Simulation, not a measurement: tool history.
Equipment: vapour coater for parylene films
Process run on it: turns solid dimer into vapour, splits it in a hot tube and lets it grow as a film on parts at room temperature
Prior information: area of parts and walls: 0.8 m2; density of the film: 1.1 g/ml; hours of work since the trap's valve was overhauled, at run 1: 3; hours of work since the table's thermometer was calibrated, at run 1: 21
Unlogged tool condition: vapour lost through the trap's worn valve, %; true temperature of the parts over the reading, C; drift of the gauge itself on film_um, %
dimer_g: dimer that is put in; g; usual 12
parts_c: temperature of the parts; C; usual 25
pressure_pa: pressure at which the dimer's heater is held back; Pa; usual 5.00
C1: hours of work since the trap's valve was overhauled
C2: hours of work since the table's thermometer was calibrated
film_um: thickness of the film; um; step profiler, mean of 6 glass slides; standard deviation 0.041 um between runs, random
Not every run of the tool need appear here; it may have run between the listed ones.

Run 1, day 0.000: usual settings; C1 3; C2 21. Result: film_um 6.86 um.
Run 2, day 2.296: usual settings; C1 34; C2 52. Result: film_um 6.84 um.
Run 3, day 3.738: usual settings; C1 53; C2 71. Result: film_um 6.76 um.
Run 4, day 5.200: usual settings but pressure_pa 3.03 Pa; C1 73; C2 91. Result: film_um 7.48 um.
Run 5, day 7.467: usual settings but pressure_pa 7.97 Pa; C1 104; C2 122. Result: film_um 6.14 um.
Run 6, day 8.800: usual settings but dimer_g 8 g; C1 122; C2 140. Result: film_um 4.44 um.
Run 7, day 10.729: usual settings but dimer_g 8 g; C1 148; C2 166. Result: film_um 4.45 um.
Run 8, day 12.067: usual settings but parts_c 23 C; C1 166; C2 184. Result: film_um 7.12 um.
Run 9, day 14.700: usual settings but parts_c 34 C; C1 201; C2 219. Result: film_um 5.02 um.
Run 10, day 16.775: usual settings but parts_c 36 C; C1 229; C2 248. Result: film_um 4.76 um.
Run 11, day 18.392: usual settings but parts_c 36 C; C1 251; C2 269. Result: film_um 4.73 um.
Run 12, day 21.192: usual settings; C1 289; C2 307. Result: film_um 6.47 um.
Run 13, day 22.729: usual settings; C1 310; C2 328. Result: film_um 6.45 um.
Run 14, day 25.046: usual settings; C1 341; C2 359. Result: film_um 6.41 um.
Run 15, day 27.979: usual settings but pressure_pa 4.56 Pa; C1 381; C2 399. Result: film_um 6.48 um.
Run 16, day 30.550: usual settings but pressure_pa 4.56 Pa; C1 416; C2 434. Result: film_um 6.41 um.
Run 17, day 32.075: usual settings but dimer_g 11 g; C1 436; C2 454. Result: film_um 5.75 um.
Run 18, day 33.908: usual settings but dimer_g 11 g; C1 461; C2 479. Result: film_um 5.71 um.
Run 19, day 35.375: usual settings but dimer_g 11 g; C1 481; C2 499. Result: film_um 5.69 um.
At day 36.558: trap's valve overhauled.
Run 20, day 38.562: usual settings but dimer_g 11 g; C1 27; C2 540. Result: film_um 6.39 um.
At day 38.754: table's thermometer calibrated.
Run 21, day 41.629: usual settings but dimer_g 11 g; C1 68; C2 39. Result: film_um 6.44 um.
Run 22, day 43.146: usual settings but dimer_g 11 g, pressure_pa 3.13 Pa; C1 88; C2 59. Result: film_um 7.01 um.
Run 23, day 45.062: usual settings but dimer_g 11 g, pressure_pa 3.13 Pa; C1 114; C2 85. Result: film_um 6.98 um.
Run 24, day 47.846: usual settings but dimer_g 19 g, parts_c 20 C, pressure_pa 7.35 Pa; C1 152; C2 123. Result: film_um 11.72 um.
Run 25, day 50.346: usual settings but dimer_g 16 g, parts_c 32 C, pressure_pa 9.30 Pa; C1 186; C2 157. Result: film_um 6.48 um.
Run 26, day 53.221: usual settings but dimer_g 15 g, pressure_pa 9.30 Pa; C1 225; C2 196. Result: film_um 7.47 um.
At day 53.996: table's thermometer calibrated, once more.
Run 27, day 54.962: usual settings but dimer_g 15 g, pressure_pa 9.30 Pa; C1 248; C2 13. Result: film_um 7.22 um.
Run 28, day 58.062: usual settings but dimer_g 10 g, pressure_pa 4.95 Pa; C1 290; C2 55. Result: film_um 5.42 um.
Run 29, day 60.479: usual settings but dimer_g 20 g, parts_c 17 C, pressure_pa 10.01 Pa; C1 322; C2 88. Result: film_um 11.79 um.
Run 30, day 62.304: usual settings but dimer_g 20 g, parts_c 28 C, pressure_pa 2.50 Pa; C1 347; C2 112. Result: film_um 11.30 um.
Run 31, day 64.758: usual settings but dimer_g 9 g, parts_c 28 C, pressure_pa 2.41 Pa; C1 380; C2 146. Result: film_um 5.07 um.
Run 32, day 66.183: usual settings but dimer_g 9 g, parts_c 28 C, pressure_pa 2.41 Pa; C1 400; C2 165. Result: film_um 5.02 um.
Run 33, day 68.962: usual settings but dimer_g 9 g, parts_c 28 C, pressure_pa 2.41 Pa; C1 437; C2 202. Result: film_um 5.03 um.
Run 34, day 71.225: usual settings but dimer_g 9 g, parts_c 28 C, pressure_pa 2.41 Pa; C1 468; C2 233. Result: film_um 4.98 um.
At day 73.533: trap's valve overhauled.
Run 35, day 74.246: usual settings but dimer_g 9 g, parts_c 28 C, pressure_pa 2.80 Pa; C1 10; C2 272. Result: film_um 5.31 um.
Run 36, day 76.383: usual settings but dimer_g 5 g, pressure_pa 2.46 Pa; C1 39; C2 301. Result: film_um 3.26 um.
Run 37, day 79.296: usual settings but dimer_g 5 g, pressure_pa 2.46 Pa; C1 78; C2 340. Result: film_um 3.28 um.
Run 38, day 81.850: usual settings but dimer_g 5 g, pressure_pa 2.46 Pa; C1 112; C2 374. Result: film_um 3.26 um.
Run 39, day 84.867: usual settings but dimer_g 9 g, parts_c 20 C, pressure_pa 2.10 Pa; C1 153; C2 415. Result: film_um 6.96 um.
Run 40, day 87.929: usual settings but dimer_g 9 g, parts_c 20 C, pressure_pa 2.10 Pa; C1 195; C2 457. Result: film_um 6.95 um.
Run 41, day 89.888: usual settings but dimer_g 9 g, parts_c 20 C, pressure_pa 2.10 Pa; C1 221; C2 483. Result: film_um 6.88 um.
Run 42, day 91.533: usual settings but parts_c 34 C, pressure_pa 6.67 Pa; C1 243; C2 505. Result: film_um 4.81 um.
Run 43, day 93.967: usual settings but parts_c 34 C, pressure_pa 6.67 Pa; C1 276; C2 538. Result: film_um 4.74 um.
Run 44, day 96.821: usual settings but parts_c 19 C, pressure_pa 6.67 Pa; C1 315; C2 577. Result: film_um 7.32 um.

Selected run-to-run steps in film_um, each split into two signed amounts: the part the tool would show with no hidden state at all (from settings, incoming material and random variation), and the remainder, which goes to the hidden state together with any gauge scatter not common to the measured and the hidden-state-free results:
Run 19 -> 20: trap's valve overhauled. film_um +0.70 um: hidden state +0.70, all else +0.00.
Run 24 -> 25: dimer_g 19 -> 16, parts_c 20 -> 32, pressure_pa 7.35 -> 9.30. film_um -5.24 um: hidden state +0.02, all else -5.26.
Run 28 -> 29: dimer_g 10 -> 20, parts_c 25 -> 17, pressure_pa 4.95 -> 10.01. film_um +6.37 um: hidden state -0.54, all else +6.91.
Run 30 -> 31: dimer_g 20 -> 9, pressure_pa 2.50 -> 2.41. film_um -6.23 um: hidden state +0.47, all else -6.70.
Run 34 -> 35: pressure_pa 2.41 -> 2.80, trap's valve overhauled. film_um +0.33 um: hidden state +0.55, all else -0.22.
